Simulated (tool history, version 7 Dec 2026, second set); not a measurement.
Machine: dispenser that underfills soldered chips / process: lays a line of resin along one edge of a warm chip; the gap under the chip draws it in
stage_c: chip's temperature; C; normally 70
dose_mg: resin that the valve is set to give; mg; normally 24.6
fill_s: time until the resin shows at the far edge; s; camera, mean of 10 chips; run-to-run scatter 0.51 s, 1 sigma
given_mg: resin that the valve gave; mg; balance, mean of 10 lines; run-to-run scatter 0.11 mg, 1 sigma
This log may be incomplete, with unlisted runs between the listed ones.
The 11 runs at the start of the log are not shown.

run	day	stage_c	dose_mg	fill_s	given_mg
12	1.238	70	25.2	70.1	23.09
13	1.379	70	25.2	81.2	23.18
# day 1.467: new syringe of resin
14	1.521	70	24.6	44.2	22.61
15	1.683	70	24.6	52.8	22.38
16	1.796	82	24.6	37	22.46
17	1.946	82	24.6	43.8	22.35
18	2.083	66	24.6	93.2	22.38
# day 2.196: new syringe of resin
19	2.229	62	24.6	60.3	22.26
20	2.342	69	32	49.2	28.97
# day 2.4: dispensing valve cleaned and set on the balance
21	2.517	71	30.2	51.5	30.02
22	2.612	64	25.5	77.9	25.41
23	2.688	63	25	86	25.14
24	2.833	59	30.4	113.2	30.3
# day 2.979: new syringe of resin
25	2.983	59	30.4	64.9	30.23
26	3.142	59	30.4	74.8	30.3
27	3.229	59	30.4	82.4	30.16
28	3.371	57	31	102.6	30.47
29	3.533	85	30.2	39.4	29.49
# day 3.712: new syringe of resin
30	3.721	73	30.1	36.3	29.54
31	3.883	57	24.2	83	23.72
32	4.071	57	24.2	100	23.7
33	4.25	59	20.9	113.9	20.37
34	4.342	59	20.9	126	20.25

Run 35 is up next; what results do you expect?
# day 4.442: new syringe of resin
35	4.483	59	20.9	?	?

Run 35 measured fill_s 68.7 s, given_mg 20.35 mg.
Minus the tool's unlogged condition, the same run would have read fill_s 67.6 s, given_mg 20.96 mg.
